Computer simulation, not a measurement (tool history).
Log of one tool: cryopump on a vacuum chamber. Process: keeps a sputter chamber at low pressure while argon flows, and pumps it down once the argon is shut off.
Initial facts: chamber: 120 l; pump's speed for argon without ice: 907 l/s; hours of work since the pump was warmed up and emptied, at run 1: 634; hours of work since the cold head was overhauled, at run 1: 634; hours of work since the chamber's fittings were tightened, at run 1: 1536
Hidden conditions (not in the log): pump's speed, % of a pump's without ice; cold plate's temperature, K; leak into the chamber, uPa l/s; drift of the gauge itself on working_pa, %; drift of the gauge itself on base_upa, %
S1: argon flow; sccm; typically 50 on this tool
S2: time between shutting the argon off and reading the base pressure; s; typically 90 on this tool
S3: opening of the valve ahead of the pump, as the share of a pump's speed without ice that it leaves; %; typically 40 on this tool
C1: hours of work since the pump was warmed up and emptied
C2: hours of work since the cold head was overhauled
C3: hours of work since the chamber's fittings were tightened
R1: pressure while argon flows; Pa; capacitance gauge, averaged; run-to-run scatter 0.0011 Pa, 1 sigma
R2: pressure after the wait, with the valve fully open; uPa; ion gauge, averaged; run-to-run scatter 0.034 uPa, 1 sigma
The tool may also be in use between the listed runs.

{"run": 1, "hour": 0.0, "S1": 50, "S2": 90, "S3": 40, "C1": 634, "C2": 634, "C3": 1536, "R1": 0.2719, "R2": 4.29}
{"hour": 64.9, "done": "pump warmed up, emptied and cooled again"}
{"run": 2, "hour": 101.1, "S1": 33, "S2": 90, "S3": 40, "C1": 25, "C2": 701, "C3": 1602, "R1": 0.156, "R2": 3.48}
{"hour": 187.7, "done": "leaking fittings of the chamber tightened, without venting"}
{"run": 3, "hour": 206.6, "S1": 33, "S2": 90, "S3": 40, "C1": 96, "C2": 772, "C3": 13, "R1": 0.1574, "R2": 1.9}
{"run": 4, "hour": 253.3, "S1": 33, "S2": 90, "S3": 40, "C1": 128, "C2": 804, "C3": 45, "R1": 0.1596, "R2": 1.93}
{"run": 5, "hour": 329.5, "S1": 29, "S2": 90, "S3": 40, "C1": 180, "C2": 856, "C3": 97, "R1": 0.1392, "R2": 1.98}
{"run": 6, "hour": 385.4, "S1": 50, "S2": 90, "S3": 40, "C1": 219, "C2": 894, "C3": 136, "R1": 0.2464, "R2": 2.03}
{"run": 7, "hour": 447.2, "S1": 50, "S2": 90, "S3": 40, "C1": 261, "C2": 937, "C3": 178, "R1": 0.2485, "R2": 2.15}
{"run": 8, "hour": 535.0, "S1": 34, "S2": 94, "S3": 39, "C1": 322, "C2": 997, "C3": 239, "R1": 0.175, "R2": 2.04}
{"run": 9, "hour": 622.6, "S1": 53, "S2": 232, "S3": 59, "C1": 382, "C2": 1057, "C3": 299, "R1": 0.193, "R2": 1.36}
{"run": 10, "hour": 671.5, "S1": 28, "S2": 20, "S3": 40, "C1": 415, "C2": 1091, "C3": 332, "R1": 0.1446, "R2": 7.55}
{"run": 11, "hour": 766.8, "S1": 50, "S2": 133, "S3": 40, "C1": 481, "C2": 1157, "C3": 398, "R1": 0.2623, "R2": 1.98}
{"run": 12, "hour": 863.3, "S1": 50, "S2": 133, "S3": 40, "C1": 547, "C2": 1223, "C3": 464, "R1": 0.2693, "R2": 2.07}

Pick out some run-to-run changes in R1. Of each, how much would a tool without hidden state show as well, from the settings, what came in and chance, and how much is left for the hidden state and any gauge scatter not in both results compared?
Run 1 -> 2: S1 50 -> 33, pump warmed up, emptied and cooled again. R1 -0.1159 Pa: hidden state -0.0387, all else -0.0772.
Run 10 -> 11: S1 28 -> 50, S2 20 -> 133. R1 +0.1177 Pa: hidden state +0.0155, all else +0.1022.
